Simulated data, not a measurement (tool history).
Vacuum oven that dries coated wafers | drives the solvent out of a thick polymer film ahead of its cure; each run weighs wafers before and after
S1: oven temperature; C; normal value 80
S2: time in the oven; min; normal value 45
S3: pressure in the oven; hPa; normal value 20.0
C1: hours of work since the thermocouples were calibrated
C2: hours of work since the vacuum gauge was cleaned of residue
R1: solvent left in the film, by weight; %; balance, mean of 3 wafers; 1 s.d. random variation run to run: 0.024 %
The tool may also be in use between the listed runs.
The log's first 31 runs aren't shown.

run	hour	S1	S2	S3	C1	C2	R1
32	667.6	76	48	59.5	498	708	2.57
33	691.5	76	77	17.6	516	725	0.79
34	713.0	76	25	15.4	531	741	3.14
35	735.7	68	77	30.0	547	757	1.96
36	758.4	68	77	30.0	563	773	1.97
37	774.5	65	30	18.3	575	784	4.77
38	806.4	65	42	19.0	597	807	3.51
39	830.6	65	42	19.0	615	824	3.51
40	856.3	65	42	19.0	633	843	3.58
41	882.2	65	42	19.0	651	861	3.54
42	906.9	65	42	19.0	669	879	3.55
43	932.2	65	42	19.0	687	897	3.60
44	957.1	68	79	38.8	705	914	2.34
45	980.8	68	79	38.8	722	931	2.35
46	1004.1	80	43	13.3	738	948	1.04
47	1031.8	68	74	24.7	758	968	1.84

Consider 4 possible next runs. They are alternatives, not a sequence: every one starts from the tool as it was left by run 47. What does each give?
A	1060.5	66	65	18.2	778	988	?
B	1060.5	90	75	32.9	778	988	?
C	1060.5	80	29	20.0	778	988	?
D	1060.5	88	30	20.0	778	988	?

run	R1
A	2.05
B	0.71
C	2.18
D	1.09
Without the tool's hidden state the same runs would have given:
run	R1
A	1.79
B	0.63
C	1.98
D	0.96

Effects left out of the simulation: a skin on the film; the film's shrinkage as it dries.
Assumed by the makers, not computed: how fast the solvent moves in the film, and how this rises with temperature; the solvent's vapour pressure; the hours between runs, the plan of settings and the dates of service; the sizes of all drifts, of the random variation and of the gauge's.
